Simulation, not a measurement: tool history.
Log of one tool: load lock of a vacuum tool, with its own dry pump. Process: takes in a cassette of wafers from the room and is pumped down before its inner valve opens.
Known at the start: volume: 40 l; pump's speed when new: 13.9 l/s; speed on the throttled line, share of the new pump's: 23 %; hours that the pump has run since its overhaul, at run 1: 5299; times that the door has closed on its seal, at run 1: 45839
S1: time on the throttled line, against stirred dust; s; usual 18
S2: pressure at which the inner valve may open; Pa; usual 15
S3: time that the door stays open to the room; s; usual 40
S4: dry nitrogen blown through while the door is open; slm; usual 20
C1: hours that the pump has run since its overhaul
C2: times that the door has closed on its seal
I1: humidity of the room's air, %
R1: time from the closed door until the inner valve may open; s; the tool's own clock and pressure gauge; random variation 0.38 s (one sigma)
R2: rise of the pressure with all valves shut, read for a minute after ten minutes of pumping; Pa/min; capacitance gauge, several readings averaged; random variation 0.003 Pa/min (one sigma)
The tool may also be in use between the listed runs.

run	hour	S1	S2	S3	S4	C1	C2	I1	R1	R2
1	0.0	18	15	40	20	5299	45839	43.1	41.0	0.239
2	128.7	18	15	40	20	5428	46262	43.7	40.5	0.241
3	310.4	18	15	40	20	5610	46858	46.6	40.4	0.248
4	411.4	18	15	40	20	5711	47189	45.5	40.9	0.251
5	564.0	18	15	40	20	5863	47690	44.0	40.8	0.257
6	693.3	18	15	40	20	5993	48114	45.3	41.8	0.261
7	825.8	18	15	40	20	6125	48549	44.9	40.7	0.265
8	906.0	18	15	40	20	6205	48812	48.1	41.2	0.265
9	1062.3	18	15	40	20	6361	49325	47.2	41.8	0.266
10	1187.9	18	15	40	19	6487	49737	44.7	41.5	0.276
11	1288.5	18	15	40	20	6588	50067	48.1	41.1	0.278
# hour 1448.3: door's seal changed, seat wiped
12	1448.3	18	15	40	20	6746	0	44.2	41.3	0.038
13	1540.6	18	15	146	20	6838	303	45.6	40.9	0.058
14	1681.8	18	15	59	20	6979	766	43.6	41.0	0.040
15	1757.6	20	15	40	20	7055	1015	46.1	43.1	0.038
16	1934.5	18	15	40	9	7232	1596	42.4	42.0	0.042
17	2048.6	18	15	40	9	7346	1970	45.7	42.0	0.047
18	2184.1	18	15	40	9	7482	2414	45.1	41.6	0.045
19	2289.2	18	15	40	9	7587	2759	44.4	41.8	0.045
20	2426.0	18	17	39	20	7724	3208	46.1	41.6	0.040
21	2526.3	28	17	136	13	7824	3537	44.1	49.2	0.063
22	2651.7	12	17	200	13	7949	3948	43.9	35.9	0.085
23	2726.6	18	13	42	20	8024	4194	47.0	42.4	0.043
24	2820.2	13	13	42	20	8118	4502	43.5	39.4	0.036
25	2947.5	30	15	40	20	8245	4919	45.7	50.6	0.047
26	3029.4	10	12	62	42	8327	5188	46.1	36.4	0.038
27	3110.5	10	12	62	42	8408	5454	46.1	36.8	0.043
28	3207.3	18	15	40	8	8505	5771	41.1	42.6	0.053
29	3376.1	18	15	58	16	8674	6325	46.3	41.6	0.052
30	3494.3	18	15	58	16	8792	6713	46.4	41.2	0.057
31	3617.2	10	15	40	20	8915	7116	43.1	36.0	0.046
32	3760.8	10	15	40	20	9058	7587	46.3	35.9	0.053
33	3902.4	22	15	26	20	9200	8052	44.5	45.9	0.048
34	4072.2	27	15	119	7	9370	8609	44.3	49.1	0.088
35	4167.3	20	13	26	41	9465	8921	45.4	44.7	0.040
36	4253.3	20	13	26	41	9551	9203	44.9	44.6	0.039

Forecast each of these 4 alternatives for the next run:
A	4362.0	28	15	40	20	9660	9560	39.1	?	?
B	4362.0	11	15	85	20	9660	9560	46.8	?	?
C	4362.0	11	13	113	41	9660	9560	44.5	?	?
D	4362.0	20	16	152	10	9660	9560	46.9	?	?

run	R1	R2
A	49.7	0.047
B	36.5	0.068
C	37.4	0.058
D	43.4	0.087
Without the tool's hidden state the same runs would have given:
run	R1	R2
A	47.3	0.027
B	33.6	0.047
C	34.5	0.038
D	40.8	0.067
